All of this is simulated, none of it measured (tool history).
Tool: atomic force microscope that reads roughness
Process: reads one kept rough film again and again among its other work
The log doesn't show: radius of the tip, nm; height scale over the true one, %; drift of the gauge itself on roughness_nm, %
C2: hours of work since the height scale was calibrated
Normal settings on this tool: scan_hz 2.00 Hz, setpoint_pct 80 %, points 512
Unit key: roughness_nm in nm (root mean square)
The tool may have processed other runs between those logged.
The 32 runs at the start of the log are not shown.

run 33 day=54.858 | scan_hz=1.23 setpoint_pct=67 points=671 | pictures_with_this_tip=114 C2=1379 | roughness_nm=2.694
run 34 day=56.821 | scan_hz=1.99 setpoint_pct=73 points=667 | pictures_with_this_tip=200 C2=1406 | roughness_nm=2.484
-- day=57.050 new tip fitted
run 35 day=58.321 | scan_hz=1.99 setpoint_pct=73 points=667 | pictures_with_this_tip=55 C2=1426 | roughness_nm=2.502
run 36 day=60.704 | scan_hz=1.00 setpoint_pct=68 points=512 | pictures_with_this_tip=159 C2=1458 | roughness_nm=2.712
-- day=61.862 new tip fitted
run 37 day=62.646 | scan_hz=2.00 setpoint_pct=80 points=335 | pictures_with_this_tip=35 C2=1484 | roughness_nm=2.381
run 38 day=64.904 | scan_hz=0.53 setpoint_pct=65 points=512 | pictures_with_this_tip=133 C2=1515 | roughness_nm=2.802
run 39 day=66.233 | scan_hz=0.53 setpoint_pct=65 points=512 | pictures_with_this_tip=191 C2=1533 | roughness_nm=2.797
-- day=66.621 new tip fitted
run 40 day=67.538 | scan_hz=2.00 setpoint_pct=58 points=1002 | pictures_with_this_tip=40 C2=1550 | roughness_nm=2.715
run 41 day=69.779 | scan_hz=0.59 setpoint_pct=80 points=512 | pictures_with_this_tip=137 C2=1580 | roughness_nm=2.713
run 42 day=71.183 | scan_hz=0.59 setpoint_pct=80 points=512 | pictures_with_this_tip=198 C2=1599 | roughness_nm=2.693
-- day=71.483 new tip fitted
run 43 day=72.579 | scan_hz=2.12 setpoint_pct=74 points=476 | pictures_with_this_tip=48 C2=1618 | roughness_nm=2.480
-- day=73.192 height scale calibrated on a step standard
run 44 day=74.104 | scan_hz=3.09 setpoint_pct=80 points=512 | pictures_with_this_tip=112 C2=12 | roughness_nm=2.165
run 45 day=75.404 | scan_hz=3.09 setpoint_pct=80 points=512 | pictures_with_this_tip=169 C2=30 | roughness_nm=2.141

Branching from run 45: 4 alternative next runs. What would each branch give?
-- day=76.396 new tip fitted
run A day=76.929 | scan_hz=3.68 setpoint_pct=80 points=547 | pictures_with_this_tip=24 C2=50 | roughness_nm=?
-- day=76.396 new tip fitted
run B day=76.929 | scan_hz=2.00 setpoint_pct=70 points=403 | pictures_with_this_tip=24 C2=50 | roughness_nm=?
-- day=76.396 new tip fitted
run C day=76.929 | scan_hz=3.78 setpoint_pct=67 points=540 | pictures_with_this_tip=24 C2=50 | roughness_nm=?
-- day=76.396 new tip fitted
run D day=76.929 | scan_hz=0.69 setpoint_pct=88 points=975 | pictures_with_this_tip=24 C2=50 | roughness_nm=?

run=A roughness_nm=2.080
run=B roughness_nm=2.556
run=C roughness_nm=2.403
run=D roughness_nm=2.557
The same runs, with their run-to-run variation unchanged, on a tool lacking any hidden condition would have given:
run=A roughness_nm=2.081
run=B roughness_nm=2.557
run=C roughness_nm=2.404
run=D roughness_nm=2.558
